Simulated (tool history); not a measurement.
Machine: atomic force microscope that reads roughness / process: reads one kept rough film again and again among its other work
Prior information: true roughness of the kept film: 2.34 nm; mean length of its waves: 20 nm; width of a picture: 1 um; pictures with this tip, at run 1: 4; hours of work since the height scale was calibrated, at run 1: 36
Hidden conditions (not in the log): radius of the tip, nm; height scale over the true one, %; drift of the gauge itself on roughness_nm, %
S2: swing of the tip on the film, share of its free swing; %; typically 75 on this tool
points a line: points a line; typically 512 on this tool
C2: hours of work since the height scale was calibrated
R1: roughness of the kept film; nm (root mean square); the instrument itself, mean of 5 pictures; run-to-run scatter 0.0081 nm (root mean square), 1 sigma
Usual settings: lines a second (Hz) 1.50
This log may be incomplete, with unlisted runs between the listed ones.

Run 1, hour 0.0: usual settings; pictures with this tip 4; C2 36. Result: R1 1.767 nm (root mean square).
Run 2, hour 9.8: usual settings but S2 63 %; pictures with this tip 25; C2 43. Result: R1 1.819 nm (root mean square).
Run 3, hour 23.7: usual settings; pictures with this tip 54; C2 53. Result: R1 1.772 nm (root mean square).
Run 4, hour 36.1: usual settings but S2 79 %; pictures with this tip 80; C2 62. Result: R1 1.738 nm (root mean square).
Run 5, hour 49.6: usual settings; pictures with this tip 108; C2 72. Result: R1 1.744 nm (root mean square).
Run 6, hour 55.8: usual settings; pictures with this tip 121; C2 76. Result: R1 1.749 nm (root mean square).
Run 7, hour 65.6: usual settings but lines a second (Hz) 0.63, S2 67 %, points a line 309; pictures with this tip 142; C2 84. Result: R1 1.812 nm (root mean square).
Run 8, hour 73.5: usual settings but lines a second (Hz) 0.63, S2 85 %, points a line 883; pictures with this tip 158; C2 89. Result: R1 1.805 nm (root mean square).
Run 9, hour 81.8: usual settings but lines a second (Hz) 0.97, S2 66 %, points a line 514; pictures with this tip 176; C2 96. Result: R1 1.840 nm (root mean square).
Run 10, hour 95.8: usual settings but lines a second (Hz) 0.97, S2 66 %, points a line 500; pictures with this tip 205; C2 106. Result: R1 1.816 nm (root mean square).
Run 11, hour 107.2: usual settings but lines a second (Hz) 0.97, S2 66 %, points a line 500; pictures with this tip 229; C2 114. Result: R1 1.820 nm (root mean square).
At hour 116.7: new tip fitted.
Run 12, hour 117.1: usual settings but lines a second (Hz) 2.23, S2 58 %, points a line 500; pictures with this tip 1; C2 121. Result: R1 1.816 nm (root mean square).

What if the next run were any one of these 3? Each begins from the tool's condition after run 12:
Run A, hour 129.5: usual settings but lines a second (Hz) 2.71, S2 69 %, points a line 500; pictures with this tip 27; C2 130. Result: R1 ?.
Run B, hour 129.5: usual settings but lines a second (Hz) 2.23, S2 56 %, points a line 422; pictures with this tip 27; C2 130. Result: R1 ?.
Run C, hour 129.5: usual settings but S2 58 %; pictures with this tip 27; C2 130. Result: R1 ?.

run     R1
  A  1.729
  B  1.805
  C  1.829
The same runs, with their run-to-run variation unchanged, on a tool lacking any hidden condition would have given:
run     R1
  A  1.730
  B  1.807
  C  1.831
